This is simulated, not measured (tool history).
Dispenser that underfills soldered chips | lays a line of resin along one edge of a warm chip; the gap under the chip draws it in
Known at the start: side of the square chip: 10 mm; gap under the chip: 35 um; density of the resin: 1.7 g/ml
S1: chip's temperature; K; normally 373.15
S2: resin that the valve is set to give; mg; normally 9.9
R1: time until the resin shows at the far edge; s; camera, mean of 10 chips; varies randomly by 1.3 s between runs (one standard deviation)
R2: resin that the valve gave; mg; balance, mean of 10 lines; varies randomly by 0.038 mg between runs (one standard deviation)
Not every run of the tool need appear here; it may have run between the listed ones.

run   hour      S1     S2     R1     R2
  1      0  373.15    9.9  154.5   9.82
       1.9  -- new syringe of resin
      10.6  -- new syringe of resin
  2   13.7  373.15   8.92  139.1   8.73
      19.6  -- new syringe of resin
  3   26.9  373.15   8.92  155.9   8.74
      28.9  -- new syringe of resin
      37.8  -- new syringe of resin
  4   37.8  373.15   8.92  131.8   8.73
      46.2  -- dispensing valve cleaned and set on the balance
      48.3  -- new syringe of resin
  5   52.6  373.15    9.9  143.7   9.89
      57.7  -- new syringe of resin
  6   62.5  373.15    9.9  150.5   9.88
      66.6  -- new syringe of resin
  7   72.2  373.15    9.9  150.9   9.81
      75.5  -- new syringe of resin
        84  -- new syringe of resin
  8   85.1  371.15    9.9  149.1   9.83
  9     92  373.15    9.9  159.9   9.79
        93  -- new syringe of resin
     101.6  -- new syringe of resin
 10  105.5  373.15    9.9  144.7   9.72
       111  -- new syringe of resin
 11  112.9  385.15    9.9   92.2   9.73
     120.5  -- new syringe of resin
 12  125.1  373.15   9.47  150.7    9.3
     129.4  -- new syringe of resin
 13  136.7  373.15   9.47  159.1   9.24
     138.6  -- new syringe of resin
 14  145.6  386.15    9.9  101.9   9.63
     147.2  -- new syringe of resin
     155.6  -- new syringe of resin
 15  157.9  373.15    9.9  138.2   9.66
     160.7  -- dispensing valve cleaned and set on the balance
     165.3  -- new syringe of resin
 16  169.8  373.15    9.9  147.8   9.86
     174.1  -- new syringe of resin
 17  180.6  368.15    9.9  181.7   9.81
     182.9  -- new syringe of resin
     191.8  -- new syringe of resin
 18    192  381.15   8.47  104.5   8.35
 19  199.5  387.15   8.49  101.3   8.33
     200.4  -- new syringe of resin
     204.9  -- stage's temperature calibrated
     210.1  -- new syringe of resin
 20  211.1  366.15   9.02  164.9   8.95
     218.7  -- new syringe of resin
 21  223.3  362.15   8.88  206.3   8.66
     227.7  -- new syringe of resin
     236.4  -- new syringe of resin
 22    237  388.15  11.76   79.4  11.54
     245.7  -- new syringe of resin
 23    247  371.15    9.9  135.7   9.69
     254.6  -- new syringe of resin
 24  261.2  371.15    9.9  158.5   9.67
     263.5  -- new syringe of resin
       272  -- new syringe of resin
 25  272.3  384.15  11.25   88.7  10.88
     276.5  -- dispensing valve cleaned and set on the balance
     281.6  -- new syringe of resin
 26  282.3  360.15  11.04  198.5  10.99
     290.6  -- new syringe of resin
 27  296.6  360.15  12.81    226  12.73
     299.6  -- new syringe of resin
     308.8  -- new syringe of resin
 28  311.1  364.15  11.53  177.5  11.46
       318  -- new syringe of resin
 29  321.5  370.15  11.64  148.2  11.53
       327  -- new syringe of resin
 30  330.5  383.15  11.64   98.3  11.47
     336.4  -- new syringe of resin
 31  340.8  383.15  11.64  101.3  11.56
     345.3  -- new syringe of resin
 32  350.5  387.15   9.87   91.8   9.73

Each row is a separate what-if for the run after 32, all from the same tool condition, not one after another. Results?
       354  -- new syringe of resin
     362.7  -- new syringe of resin
  A  364.5  374.15   9.9   ?   ?
       354  -- new syringe of resin
     362.7  -- new syringe of resin
  B  364.5  373.15  10.5   ?   ?
       354  -- new syringe of resin
     362.7  -- new syringe of resin
  C  364.5  374.15  8.73   ?   ?

run     R1     R2
  A  125.8   9.74
  B  130.3  10.36
  C  131.6   8.61
Without the tool's hidden state the same runs would have given:
run     R1     R2
  A  119.7   9.92
  B    124  10.55
  C    125   8.77
